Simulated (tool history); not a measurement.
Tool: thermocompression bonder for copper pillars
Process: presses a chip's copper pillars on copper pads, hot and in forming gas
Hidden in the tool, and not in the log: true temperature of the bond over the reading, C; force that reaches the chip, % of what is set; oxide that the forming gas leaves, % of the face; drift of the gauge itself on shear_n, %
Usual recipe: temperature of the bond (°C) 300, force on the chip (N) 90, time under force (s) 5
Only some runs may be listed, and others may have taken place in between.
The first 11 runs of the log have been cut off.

run   hour  temperature of the bond (°C)  force on the chip (N)  time under force (s)  hours of work since the heater was calibrated  hours of work since the force cell was calibrated  hours of work since the gas filter was changed  force that shears a chip off (N)
 12   87.6                           319                     90                     5                                            165                                                265                                              88                              48.8
 13   95.0                           319                     90                     5                                            169                                                268                                              91                              49.0
 14  101.4                           319                     90                     5                                            171                                                271                                              94                              49.0
 15  106.0                           300                     90                    14                                            173                                                273                                              96                              58.4
 16  111.8                           300                     90                    14                                            176                                                276                                              99                              57.5
 17  121.9                           323                     90                    14                                            181                                                280                                             103                              70.2
 18  129.5                           323                     90                    14                                            184                                                283                                             106                              71.1
 19  135.4                           323                     57                    14                                            186                                                286                                             109                              55.4
 20  143.0                           300                     90                     5                                            190                                                289                                             112                              39.6
 21  153.4                           300                     90                     4                                            194                                                294                                             117                              35.5
     156.1  -- heater calibrated with a thermocouple chip
 22  160.5                           300                     90                     4                                              2                                                296                                             119                              35.4
 23  171.3                           312                    112                     5                                              7                                                301                                             124                              51.0
     174.5  -- heater calibrated with a thermocouple chip, once more
 24  177.9                           312                    112                     5                                              1                                                303                                             126                              53.5
 25  183.3                           279                    114                     5                                              4                                                305                                             129                              36.7
 26  193.3                           280                     83                     3                                              8                                                310                                             133                              23.6
 27  200.4                           317                     83                     3                                             11                                                313                                             136                              37.3
 28  205.6                           283                     75                     3                                             14                                                315                                             138                              22.4
 29  212.0                           314                     90                     3                                             17                                                318                                             141                              38.3
 30  222.6                           314                     88                     3                                             21                                                323                                             146                              38.1
 31  232.8                           314                     88                     3                                             26                                                327                                             150                              37.4

Estimate the outcome of run 32 from the log above:
 32  242.8                           295                    102                     5                                             30                                                332                                             155                                 ?

Logged for run 32: force that shears a chip off (N) 41.0.
If the tool had no hidden condition, the same run with the same run-to-run variation would have returned force that shears a chip off (N) 43.4.
